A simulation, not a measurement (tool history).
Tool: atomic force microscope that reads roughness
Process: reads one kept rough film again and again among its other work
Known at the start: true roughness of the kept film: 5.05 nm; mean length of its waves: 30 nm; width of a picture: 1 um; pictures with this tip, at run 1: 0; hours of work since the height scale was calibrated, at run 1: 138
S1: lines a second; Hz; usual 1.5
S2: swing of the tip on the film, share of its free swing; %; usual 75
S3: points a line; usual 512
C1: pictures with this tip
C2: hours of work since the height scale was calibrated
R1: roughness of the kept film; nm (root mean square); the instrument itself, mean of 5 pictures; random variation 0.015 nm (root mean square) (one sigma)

{"run": 1, "day": 0.0, "S1": 1.5, "S2": 75, "S3": 512, "C1": 0, "C2": 138, "R1": 3.677}
{"run": 2, "day": 0.912, "S1": 1.5, "S2": 75, "S3": 512, "C1": 28, "C2": 153, "R1": 3.558}
{"run": 3, "day": 2.458, "S1": 1.5, "S2": 75, "S3": 512, "C1": 77, "C2": 178, "R1": 3.355}
{"run": 4, "day": 3.971, "S1": 1.5, "S2": 75, "S3": 512, "C1": 124, "C2": 204, "R1": 3.137}
{"run": 5, "day": 5.492, "S1": 1.5, "S2": 75, "S3": 512, "C1": 172, "C2": 229, "R1": 2.99}
{"run": 6, "day": 6.55, "S1": 1.5, "S2": 89, "S3": 512, "C1": 205, "C2": 246, "R1": 2.625}
{"run": 7, "day": 7.908, "S1": 1.5, "S2": 89, "S3": 512, "C1": 247, "C2": 269, "R1": 2.519}
{"day": 8.067, "done": "new tip fitted"}
{"run": 8, "day": 8.821, "S1": 0.61, "S2": 75, "S3": 512, "C1": 23, "C2": 283, "R1": 3.832}
{"run": 9, "day": 9.717, "S1": 1.5, "S2": 75, "S3": 512, "C1": 52, "C2": 298, "R1": 3.443}
{"run": 10, "day": 10.983, "S1": 1.5, "S2": 75, "S3": 512, "C1": 91, "C2": 319, "R1": 3.301}
{"run": 11, "day": 11.717, "S1": 1.5, "S2": 63, "S3": 512, "C1": 114, "C2": 331, "R1": 3.4}
{"run": 12, "day": 12.488, "S1": 1.5, "S2": 63, "S3": 512, "C1": 138, "C2": 344, "R1": 3.32}
{"run": 13, "day": 14.133, "S1": 1.5, "S2": 75, "S3": 512, "C1": 190, "C2": 371, "R1": 2.973}
{"run": 14, "day": 15.388, "S1": 2.89, "S2": 85, "S3": 874, "C1": 229, "C2": 392, "R1": 2.309}
{"day": 16.096, "done": "new tip fitted"}
{"run": 15, "day": 16.7, "S1": 1.76, "S2": 75, "S3": 542, "C1": 19, "C2": 413, "R1": 3.517}
{"run": 16, "day": 17.729, "S1": 1.24, "S2": 80, "S3": 422, "C1": 51, "C2": 430, "R1": 3.41}
{"run": 17, "day": 18.646, "S1": 3.03, "S2": 75, "S3": 339, "C1": 80, "C2": 445, "R1": 2.995}
{"run": 18, "day": 19.629, "S1": 1.41, "S2": 69, "S3": 395, "C1": 110, "C2": 462, "R1": 3.325}
{"run": 19, "day": 20.808, "S1": 1.41, "S2": 69, "S3": 440, "C1": 147, "C2": 481, "R1": 3.158}
{"run": 20, "day": 21.488, "S1": 1.61, "S2": 75, "S3": 335, "C1": 169, "C2": 492, "R1": 2.985}
{"run": 21, "day": 22.45, "S1": 0.57, "S2": 75, "S3": 515, "C1": 199, "C2": 508, "R1": 3.128}
{"run": 22, "day": 23.983, "S1": 1.76, "S2": 71, "S3": 515, "C1": 247, "C2": 534, "R1": 2.804}
{"day": 24.1, "done": "new tip fitted"}
{"run": 23, "day": 25.504, "S1": 1.76, "S2": 71, "S3": 515, "C1": 44, "C2": 558, "R1": 3.487}
{"run": 24, "day": 26.817, "S1": 0.54, "S2": 71, "S3": 502, "C1": 85, "C2": 580, "R1": 3.561}
{"run": 25, "day": 27.971, "S1": 0.72, "S2": 86, "S3": 299, "C1": 121, "C2": 599, "R1": 3.176}
{"run": 26, "day": 29.342, "S1": 3.89, "S2": 88, "S3": 512, "C1": 164, "C2": 622, "R1": 2.15}

The same runs without the tool's hidden state, with the same run-to-run variation:
The hidden state here: radius of the tip, nm; height scale over the true one, %; drift of the gauge itself on roughness_nm, %.
run=1 R1=3.686
run=2 R1=3.691
run=3 R1=3.689
run=4 R1=3.654
run=5 R1=3.675
run=6 R1=3.335
run=7 R1=3.341
run=8 R1=3.943
run=9 R1=3.668
run=10 R1=3.681
run=11 R1=3.879
run=12 R1=3.888
run=13 R1=3.689
run=14 R1=2.984
run=15 R1=3.624
run=16 R1=3.642
run=17 R1=3.316
run=18 R1=3.814
run=19 R1=3.766
run=20 R1=3.651
run=21 R1=3.952
run=22 R1=3.716
run=23 R1=3.709
run=24 R1=3.988
run=25 R1=3.696
run=26 R1=2.614
